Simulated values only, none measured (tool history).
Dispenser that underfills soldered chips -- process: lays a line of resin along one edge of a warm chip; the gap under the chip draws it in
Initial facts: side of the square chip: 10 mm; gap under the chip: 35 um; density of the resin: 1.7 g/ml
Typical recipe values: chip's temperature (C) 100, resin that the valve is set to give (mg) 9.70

run   hour  chip's temperature (C)  resin that the valve is set to give (mg)  time until the resin shows at the far edge (s)  resin that the valve gave (mg)
  1    0.0                     100                                      9.70                                           223.5                            9.71
       2.5  -- new syringe of resin
  2    8.1                     100                                      9.70                                           196.4                            9.66
  3   12.8                     100                                      9.70                                           225.7                            9.68
      14.9  -- new syringe of resin
  4   19.1                     102                                      9.70                                           176.7                            9.62
      27.7  -- new syringe of resin
  5   27.9                     100                                      9.70                                           163.5                            9.55
  6   35.1                     100                                      9.70                                           205.9                            9.54
      40.1  -- new syringe of resin
  7   44.1                     100                                      9.70                                           186.5                            9.48
  8   50.1                     100                                      9.70                                           227.0                            9.50
      52.6  -- new syringe of resin
  9   54.8                     100                                      9.70                                           176.4                            9.52
 10   64.0                     100                                      9.70                                           236.2                            9.43
      65.1  -- new syringe of resin
 11   69.7                     100                                      9.70                                           189.5                            9.37
      77.9  -- new syringe of resin
 12   78.5                     100                                      9.70                                           163.3                            9.31
 13   88.5                     100                                      9.70                                           227.3                            9.32
      90.6  -- new syringe of resin
 14   92.8                     100                                      9.70                                           170.9                            9.26
 15  100.2                     100                                      9.70                                           214.0                            9.27
     103.5  -- new syringe of resin
     109.5  -- dispensing valve cleaned and set on the balance
     110.5  -- stage's temperature calibrated
 16  111.2                     100                                      9.70                                           200.8                            9.72
 17  115.7                     100                                      9.70                                           230.7                            9.66
     117.8  -- new syringe of resin
 18  124.6                      91                                      9.70                                           264.6                            9.65
 19  128.9                      91                                      9.70                                           305.6                            9.61
     130.4  -- new syringe of resin
 20  133.3                      99                                      9.70                                           189.1                            9.62
 21  138.0                      99                                      9.70                                           215.9                            9.60
     142.8  -- new syringe of resin
 22  143.6                      99                                      9.70                                           178.4                            9.59
 23  151.9                     112                                     11.57                                           163.2                           11.39
     155.2  -- new syringe of resin
 24  162.2                     112                                     11.57                                           149.5                           11.31
     167.6  -- new syringe of resin
 25  168.8                      93                                      9.70                                           207.5                            9.47
 26  174.0                      97                                     10.49                                           220.4                           10.22
     180.5  -- new syringe of resin
 27  183.2                     110                                      8.76                                           142.3                            8.49
 28  190.6                     110                                      8.76                                           181.4                            8.48
     193.4  -- new syringe of resin
 29  195.4                      95                                      8.40                                           204.7                            8.10
 30  204.5                     101                                     12.28                                           219.2                           11.83
     206.2  -- new syringe of resin
 31  208.9                      86                                     11.54                                           269.6                           11.10
 32  216.6                     109                                     11.54                                           183.1                           11.01

Below, some changes in time until the resin shows at the far edge (s) between adjacent runs. For each, the amount present without the hidden state too (settings, incoming material, random variation) and the amount remaining for the hidden state with gauge scatter not shared by both compared results:
The tool's hidden condition here consists of: resin's viscosity, % of fresh resin's; dose that the valve gives, % of what is set; true chip temperature over the reading, C; drift of the gauge itself on fill_s, %; drift of the gauge itself on given_mg, %.
Run 9 -> 10: nothing adjusted, nothing logged. time until the resin shows at the far edge (s) +59.8: hidden state +59.2, all else +0.6.
Run 12 -> 13: nothing adjusted, nothing logged. time until the resin shows at the far edge (s) +64.0: hidden state +60.9, all else +3.1.
Run 19 -> 20: chip's temperature (C) 91 -> 99, new syringe of resin. time until the resin shows at the far edge (s) -116.5: hidden state -74.6, all else -41.9.
Run 26 -> 27: chip's temperature (C) 97 -> 110, resin that the valve is set to give (mg) 10.49 -> 8.76, new syringe of resin. time until the resin shows at the far edge (s) -78.1: hidden state -28.3, all else -49.8.
Run 31 -> 32: chip's temperature (C) 86 -> 109. time until the resin shows at the far edge (s) -86.5: hidden state +28.3, all else -114.8.
